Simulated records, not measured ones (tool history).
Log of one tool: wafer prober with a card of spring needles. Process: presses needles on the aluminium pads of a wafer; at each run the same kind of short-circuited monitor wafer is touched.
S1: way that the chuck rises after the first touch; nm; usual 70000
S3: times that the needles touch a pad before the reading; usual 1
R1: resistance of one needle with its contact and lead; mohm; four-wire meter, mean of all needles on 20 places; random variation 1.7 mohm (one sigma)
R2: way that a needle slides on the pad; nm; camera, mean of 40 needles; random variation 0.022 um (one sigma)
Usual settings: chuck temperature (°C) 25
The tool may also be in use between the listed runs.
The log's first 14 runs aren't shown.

run 15 hour=280.1 | S1=70000 chuck_temperature_(°C)=88 S3=1 | R1=273 R2=19120
-- hour=285.7 tips cleaned on abrasive film
run 16 hour=308.4 | S1=57000 chuck_temperature_(°C)=25 S3=1 | R1=303 R2=15510
-- hour=310.4 tips cleaned on abrasive film
run 17 hour=333.4 | S1=63000 chuck_temperature_(°C)=25 S3=2 | R1=243 R2=17080
-- hour=336.2 tips cleaned on abrasive film
run 18 hour=347.3 | S1=63000 chuck_temperature_(°C)=25 S3=2 | R1=236 R2=17120
-- hour=360.2 tips cleaned on abrasive film
run 19 hour=371.4 | S1=63000 chuck_temperature_(°C)=25 S3=2 | R1=242 R2=17060
-- hour=384.3 tips cleaned on abrasive film
run 20 hour=389.4 | S1=63000 chuck_temperature_(°C)=25 S3=1 | R1=248 R2=17000
run 21 hour=403.5 | S1=83000 chuck_temperature_(°C)=25 S3=2 | R1=219 R2=22500
-- hour=408.3 tips cleaned on abrasive film
run 22 hour=419.9 | S1=78000 chuck_temperature_(°C)=83 S3=2 | R1=218 R2=21120
-- hour=434.4 tips cleaned on abrasive film
run 23 hour=451.9 | S1=78000 chuck_temperature_(°C)=83 S3=2 | R1=234 R2=21090
-- hour=457.8 tips cleaned on abrasive film
run 24 hour=473.5 | S1=78000 chuck_temperature_(°C)=83 S3=2 | R1=228 R2=21020
-- hour=481.9 tips cleaned on abrasive film
run 25 hour=495.1 | S1=68000 chuck_temperature_(°C)=73 S3=2 | R1=237 R2=18330
-- hour=506.1 tips cleaned on abrasive film
run 26 hour=512.5 | S1=68000 chuck_temperature_(°C)=73 S3=2 | R1=228 R2=18280
-- hour=530.6 tips cleaned on abrasive film
run 27 hour=534.9 | S1=68000 chuck_temperature_(°C)=73 S3=2 | R1=226 R2=18230
-- hour=555.3 tips cleaned on abrasive film
run 28 hour=561.2 | S1=68000 chuck_temperature_(°C)=84 S3=2 | R1=225 R2=18210
-- hour=581.4 tips cleaned on abrasive film
-- hour=585.9 height of the first contact set anew
run 29 hour=585.9 | S1=88000 chuck_temperature_(°C)=58 S3=1 | R1=214 R2=24090
-- hour=606.4 tips cleaned on abrasive film
run 30 hour=611.2 | S1=88000 chuck_temperature_(°C)=58 S3=1 | R1=213 R2=24050
-- hour=630.4 tips cleaned on abrasive film
run 31 hour=631.0 | S1=87000 chuck_temperature_(°C)=125 S3=1 | R1=207 R2=23750
run 32 hour=651.6 | S1=87000 chuck_temperature_(°C)=125 S3=1 | R1=249 R2=23730

3 ways to go on from here, each from the tool as it stands after run 32. What would each give?
-- hour=654.0 tips cleaned on abrasive film
run A hour=671.7 | S1=87000 chuck_temperature_(°C)=25 S3=1 | R1=? R2=?
-- hour=654.0 tips cleaned on abrasive film
run B hour=671.7 | S1=70000 chuck_temperature_(°C)=66 S3=1 | R1=? R2=?
-- hour=654.0 tips cleaned on abrasive film
run C hour=671.7 | S1=85000 chuck_temperature_(°C)=25 S3=1 | R1=? R2=?

run=A R1=237 R2=23750
run=B R1=272 R2=19050
run=C R1=241 R2=23180
Without the tool's hidden state the same runs would have given:
run=A R1=172 R2=23840
run=B R1=185 R2=19140
run=C R1=174 R2=23270

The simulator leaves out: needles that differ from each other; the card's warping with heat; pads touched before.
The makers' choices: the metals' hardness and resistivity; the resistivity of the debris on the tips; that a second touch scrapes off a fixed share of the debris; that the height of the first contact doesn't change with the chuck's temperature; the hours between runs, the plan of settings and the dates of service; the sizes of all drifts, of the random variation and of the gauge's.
